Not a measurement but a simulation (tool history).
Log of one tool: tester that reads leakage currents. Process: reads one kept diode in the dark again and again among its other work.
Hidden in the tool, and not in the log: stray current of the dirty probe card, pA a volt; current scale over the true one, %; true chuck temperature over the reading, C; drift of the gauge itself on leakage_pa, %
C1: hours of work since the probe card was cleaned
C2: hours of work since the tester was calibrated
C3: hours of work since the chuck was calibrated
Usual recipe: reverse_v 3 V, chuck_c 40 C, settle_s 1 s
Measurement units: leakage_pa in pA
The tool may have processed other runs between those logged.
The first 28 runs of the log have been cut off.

Run 29, hour 4402.6: usual settings but reverse_v 3.82 V, chuck_c 24 C, settle_s 0.34 s; C1 294; C2 3572; C3 1146. Result: leakage_pa 77.23 pA.
Run 30, hour 4488.1: usual settings but reverse_v 3.82 V, chuck_c 24 C, settle_s 0.34 s; C1 343; C2 3621; C3 1195. Result: leakage_pa 78.1 pA.
Run 31, hour 4583.5: usual settings but reverse_v 3.82 V, chuck_c 24 C, settle_s 0.34 s; C1 398; C2 3676; C3 1250. Result: leakage_pa 78.3 pA.
At hour 4699.6: tester calibrated.
Run 32, hour 4731.6: usual settings but reverse_v 2.16 V, chuck_c 56 C, settle_s 0.34 s; C1 482; C2 18; C3 1334. Result: leakage_pa 475.14 pA.
At hour 4746: probe card cleaned and baked, once more.
Run 33, hour 4884.4: usual settings but reverse_v 5.23 V, chuck_c 56 C, settle_s 0.34 s; C1 79; C2 104; C3 1420. Result: leakage_pa 783.25 pA.
Run 34, hour 4979.7: usual settings but reverse_v 1.8 V, settle_s 0.68 s; C1 134; C2 159; C3 1475. Result: leakage_pa 142.85 pA.
Run 35, hour 5188.6: usual settings but reverse_v 1.8 V, settle_s 0.68 s; C1 254; C2 279; C3 1594. Result: leakage_pa 145.02 pA.
Run 36, hour 5278.3: usual settings but reverse_v 1.8 V, chuck_c 31 C, settle_s 0.68 s; C1 306; C2 331; C3 1646. Result: leakage_pa 75.26 pA.
Run 37, hour 5447.5: usual settings but reverse_v 4.3 V, chuck_c 22 C, settle_s 0.46 s; C1 403; C2 428; C3 1743. Result: leakage_pa 63.06 pA.
Run 38, hour 5532.5: usual settings but chuck_c 45 C, settle_s 0.83 s; C1 452; C2 477; C3 1792. Result: leakage_pa 278.45 pA.
Run 39, hour 5645.6: usual settings but reverse_v 6.66 V, settle_s 0.85 s; C1 517; C2 541; C3 1857. Result: leakage_pa 313.78 pA.

Alternative continuations, all from the tool just after run 39; predict every row:
Run A, hour 5765.3: usual settings but reverse_v 7.41 V; C1 585; C2 610; C3 1926. Result: leakage_pa ?.
Run B, hour 5765.3: usual settings but reverse_v 6.66 V, chuck_c 37 C, settle_s 0.85 s; C1 585; C2 610; C3 1926. Result: leakage_pa ?.
Run C, hour 5765.3: usual settings but reverse_v 12.33 V, chuck_c 32 C, settle_s 1.01 s; C1 585; C2 610; C3 1926. Result: leakage_pa ?.
Run D, hour 5765.3: usual settings but chuck_c 25 C, settle_s 1.18 s; C1 585; C2 610; C3 1926. Result: leakage_pa ?.
Run E, hour 5765.3: usual settings but reverse_v 5.79 V, settle_s 0.85 s; C1 585; C2 610; C3 1926. Result: leakage_pa ?.

run  leakage_pa
  A      335.46
  B      253.47
  C      251.93
  D       65.29
  E      289.14
The same runs, with their run-to-run variation unchanged, on a tool lacking any hidden condition would have given:
run  leakage_pa
  A      295.82
  B      222.66
  C      218.37
  D       56.34
  E      255.23

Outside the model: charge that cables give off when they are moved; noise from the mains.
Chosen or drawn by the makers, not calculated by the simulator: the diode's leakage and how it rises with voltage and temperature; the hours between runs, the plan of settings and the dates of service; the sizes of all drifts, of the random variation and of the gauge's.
